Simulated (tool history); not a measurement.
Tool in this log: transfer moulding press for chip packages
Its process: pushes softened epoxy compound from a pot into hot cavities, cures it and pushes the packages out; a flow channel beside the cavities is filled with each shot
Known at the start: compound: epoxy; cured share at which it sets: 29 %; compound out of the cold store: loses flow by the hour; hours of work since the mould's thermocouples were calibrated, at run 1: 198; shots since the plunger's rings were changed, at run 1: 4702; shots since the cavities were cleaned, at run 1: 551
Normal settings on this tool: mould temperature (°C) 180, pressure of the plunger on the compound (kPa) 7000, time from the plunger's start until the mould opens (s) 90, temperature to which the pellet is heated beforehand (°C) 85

run	hour	mould temperature (°C)	pressure of the plunger on the compound (kPa)	time from the plunger's start until the mould opens (s)	temperature to which the pellet is heated beforehand (°C)	hours of work since the mould's thermocouples were calibrated	shots since the plunger's rings were changed	shots since the cavities were cleaned	incoming compound's hours out of the cold store	length that the compound runs in the flow channel (mm)	greatest force on the pins that push the packages out (N)
1	0.0	180	7000	90	85	198	4702	551	23.7	892	724
# hour 19.8: cavities cleaned with cleaning compound and waxed
2	25.5	180	7000	90	85	215	5039	80	27.9	872	598
3	50.2	180	6880	90	85	232	5385	426	23.3	883	699
4	70.6	180	6880	90	85	247	5670	711	27.4	860	775
# hour 78.2: cavities cleaned with cleaning compound and waxed
5	94.9	180	6880	90	85	263	5990	234	32.4	832	650
# hour 110.4: plunger's sealing rings changed
6	111.2	180	6880	90	85	273	11	427	41.9	834	666
7	126.9	180	6880	90	85	284	232	648	22.0	947	740
# hour 140.1: cavities cleaned with cleaning compound and waxed
8	151.3	180	6580	90	85	300	552	156	43.1	816	612
9	172.8	180	6580	90	85	316	854	458	34.4	852	695
10	185.8	180	6580	90	85	325	1036	640	34.2	856	726
# hour 198.6: cavities cleaned with cleaning compound and waxed
11	199.5	180	6580	90	85	334	1207	12	14.6	953	571
12	210.5	180	6580	90	85	342	1361	166	43.4	807	586
13	225.5	180	6580	90	85	352	1572	377	29.4	869	660
# hour 236.2: mould's thermocouples calibrated
14	242.8	180	7000	90	85	5	1787	592	18.8	947	727
15	254.9	186	7000	86	85	13	1955	760	30.2	884	582
# hour 258.8: cavities cleaned with cleaning compound and waxed
16	270.7	186	7000	86	85	23	2156	167	14.6	955	478
17	283.1	186	7000	86	85	32	2331	342	40.7	829	517
18	294.9	173	7000	98	84	41	2496	507	30.5	891	917
19	314.4	181	7230	96	78	55	2769	780	9.1	1010	675
# hour 317.7: cavities cleaned with cleaning compound and waxed
20	329.4	181	5210	102	93	64	2958	165	33.1	741	455
21	341.7	180	5990	98	87	73	3131	338	8.5	915	608
22	367.5	180	5990	98	87	91	3492	699	32.4	795	614
# hour 375.3: cavities cleaned with cleaning compound and waxed
23	385.6	180	5990	98	87	103	3725	144	46.5	733	486
24	411.8	180	5990	98	78	122	4092	511	26.2	817	590
25	430.7	180	5990	98	78	135	4357	776	24.5	826	674
# hour 433.6: cavities cleaned with cleaning compound and waxed
26	454.6	177	7000	90	85	151	4671	294	20.9	913	818
27	470.2	186	7000	106	81	162	4890	513	8.8	959	490

Had the tool no unlogged condition, and each run kept its random variation, what would the results have been?
Hidden state present: true mould temperature over the reading, C; pressure that reaches the compound, % of what is set; grip of the stained cavities, % over clean ones'; drift of the gauge itself on flow_mm, %; drift of the gauge itself on push_out_n, %.
run	length that the compound runs in the flow channel (mm)	greatest force on the pins that push the packages out (N)
1	943	531
2	926	554
3	941	543
4	921	551
5	894	540
6	834	510
7	950	529
8	822	528
9	861	522
10	867	517
11	967	552
12	821	508
13	886	515
14	968	538
15	906	415
16	980	424
17	853	417
18	919	698
19	1045	478
20	769	395
21	951	485
22	830	439
23	767	433
24	859	442
25	871	474
26	967	661
27	1019	368
